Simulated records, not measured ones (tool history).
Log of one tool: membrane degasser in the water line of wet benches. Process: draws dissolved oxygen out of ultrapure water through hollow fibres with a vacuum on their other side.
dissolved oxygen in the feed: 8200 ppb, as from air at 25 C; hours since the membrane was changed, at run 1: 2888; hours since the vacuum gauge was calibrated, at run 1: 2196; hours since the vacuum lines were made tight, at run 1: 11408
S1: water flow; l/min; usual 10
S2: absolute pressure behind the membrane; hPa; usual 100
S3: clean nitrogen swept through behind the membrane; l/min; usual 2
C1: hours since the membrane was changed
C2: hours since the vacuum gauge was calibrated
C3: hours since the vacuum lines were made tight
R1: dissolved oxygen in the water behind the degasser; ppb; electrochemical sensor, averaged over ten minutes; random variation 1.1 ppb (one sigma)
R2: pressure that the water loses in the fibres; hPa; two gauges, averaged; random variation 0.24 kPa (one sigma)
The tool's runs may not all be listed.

{"run": 1, "day": 0.0, "S1": 10, "S2": 100, "S3": 2, "C1": 2888, "C2": 2196, "C3": 11408, "R1": 117.6, "R2": 632.6}
{"run": 2, "day": 6.996, "S1": 10, "S2": 100, "S3": 2, "C1": 3056, "C2": 2364, "C3": 11575, "R1": 118.7, "R2": 633.7}
{"run": 3, "day": 15.288, "S1": 10, "S2": 100, "S3": 2, "C1": 3255, "C2": 2563, "C3": 11774, "R1": 117.6, "R2": 631}
{"run": 4, "day": 18.983, "S1": 10, "S2": 100, "S3": 2, "C1": 3344, "C2": 2651, "C3": 11863, "R1": 114, "R2": 635.3}
{"run": 5, "day": 23.421, "S1": 10, "S2": 100, "S3": 2.07, "C1": 3450, "C2": 2758, "C3": 11970, "R1": 114.4, "R2": 635.7}
{"run": 6, "day": 31.725, "S1": 10, "S2": 100, "S3": 3.1, "C1": 3650, "C2": 2957, "C3": 12169, "R1": 87.5, "R2": 633.8}
{"run": 7, "day": 36.4, "S1": 10, "S2": 100, "S3": 2, "C1": 3762, "C2": 3070, "C3": 12281, "R1": 116.7, "R2": 634.6}
{"run": 8, "day": 44.804, "S1": 10, "S2": 100, "S3": 2, "C1": 3964, "C2": 3271, "C3": 12483, "R1": 117.4, "R2": 635.5}
{"run": 9, "day": 52.558, "S1": 10, "S2": 100, "S3": 2, "C1": 4150, "C2": 3457, "C3": 12669, "R1": 118.5, "R2": 640.8}
{"run": 10, "day": 58.392, "S1": 10, "S2": 100, "S3": 2, "C1": 4290, "C2": 3597, "C3": 12809, "R1": 117.9, "R2": 635.5}
{"run": 11, "day": 66.508, "S1": 10, "S2": 100, "S3": 2, "C1": 4485, "C2": 3792, "C3": 13004, "R1": 117.9, "R2": 638.5}
{"run": 12, "day": 70.542, "S1": 13, "S2": 100, "S3": 2, "C1": 4581, "C2": 3889, "C3": 13101, "R1": 161.1, "R2": 829.1}
{"run": 13, "day": 77.804, "S1": 13, "S2": 100, "S3": 2, "C1": 4756, "C2": 4063, "C3": 13275, "R1": 165.5, "R2": 825.4}
{"run": 14, "day": 84.621, "S1": 13, "S2": 100, "S3": 2, "C1": 4919, "C2": 4227, "C3": 13438, "R1": 166.2, "R2": 830.5}
{"run": 15, "day": 89.454, "S1": 11, "S2": 213, "S3": 1.07, "C1": 5035, "C2": 4343, "C3": 13554, "R1": 463.1, "R2": 700.3}
{"day": 89.825, "done": "vacuum gauge calibrated"}
{"run": 16, "day": 96.754, "S1": 11, "S2": 213, "S3": 1.07, "C1": 5210, "C2": 166, "C3": 13729, "R1": 471, "R2": 700}
{"run": 17, "day": 100.738, "S1": 11, "S2": 156, "S3": 4.2, "C1": 5306, "C2": 262, "C3": 13825, "R1": 122.9, "R2": 704.3}
{"run": 18, "day": 104.225, "S1": 11, "S2": 176, "S3": 0.99, "C1": 5389, "C2": 346, "C3": 13908, "R1": 413.9, "R2": 701.5}
{"run": 19, "day": 110.396, "S1": 8, "S2": 79, "S3": 2, "C1": 5537, "C2": 494, "C3": 14057, "R1": 72.4, "R2": 509.2}
{"run": 20, "day": 118.25, "S1": 8, "S2": 79, "S3": 2, "C1": 5726, "C2": 682, "C3": 14245, "R1": 72.8, "R2": 512.4}
{"run": 21, "day": 124.708, "S1": 14, "S2": 100, "S3": 2, "C1": 5881, "C2": 837, "C3": 14400, "R1": 183.1, "R2": 890.9}
{"day": 127.271, "done": "seals of the vacuum lines changed"}
{"run": 22, "day": 131.046, "S1": 8, "S2": 148, "S3": 0.88, "C1": 6031, "C2": 987, "C3": 91, "R1": 270.7, "R2": 513.3}
{"run": 23, "day": 138.971, "S1": 15, "S2": 63, "S3": 1.88, "C1": 6221, "C2": 1178, "C3": 281, "R1": 133.6, "R2": 961.5}
{"day": 139.421, "done": "vacuum gauge calibrated, once more"}
{"run": 24, "day": 146.154, "S1": 13, "S2": 106, "S3": 3.71, "C1": 6393, "C2": 162, "C3": 453, "R1": 118.3, "R2": 832.6}
{"run": 25, "day": 150.179, "S1": 8, "S2": 211, "S3": 1.71, "C1": 6490, "C2": 258, "C3": 549, "R1": 221.3, "R2": 514.5}
{"run": 26, "day": 156.662, "S1": 9, "S2": 176, "S3": 2, "C1": 6645, "C2": 414, "C3": 705, "R1": 185.2, "R2": 574.3}

Forecast each of these 5 alternatives for the next run:
{"run": "A", "day": 161.867, "S1": 15, "S2": 176, "S3": 2, "C1": 6770, "C2": 539, "C3": 830, "R1": "?", "R2": "?"}
{"run": "B", "day": 161.867, "S1": 10, "S2": 178, "S3": 2, "C1": 6770, "C2": 539, "C3": 830, "R1": "?", "R2": "?"}
{"run": "C", "day": 161.867, "S1": 9, "S2": 176, "S3": 1.36, "C1": 6770, "C2": 539, "C3": 830, "R1": "?", "R2": "?"}
{"run": "D", "day": 161.867, "S1": 15, "S2": 71, "S3": 2, "C1": 6770, "C2": 539, "C3": 830, "R1": "?", "R2": "?"}
{"run": "E", "day": 161.867, "S1": 7, "S2": 233, "S3": 1.91, "C1": 6770, "C2": 539, "C3": 830, "R1": "?", "R2": "?"}

run=A R1=327.1 R2=964.4
run=B R1=209.5 R2=647.7
run=C R1=248 R2=574.8
run=D R1=138.6 R2=970.5
run=E R1=194 R2=448
Without the tool's hidden state the same runs would have given:
run=A R1=318.4 R2=940.8
run=B R1=204.2 R2=631.9
run=C R1=243.3 R2=560.8
run=D R1=130.4 R2=946.8
run=E R1=190.4 R2=437.1
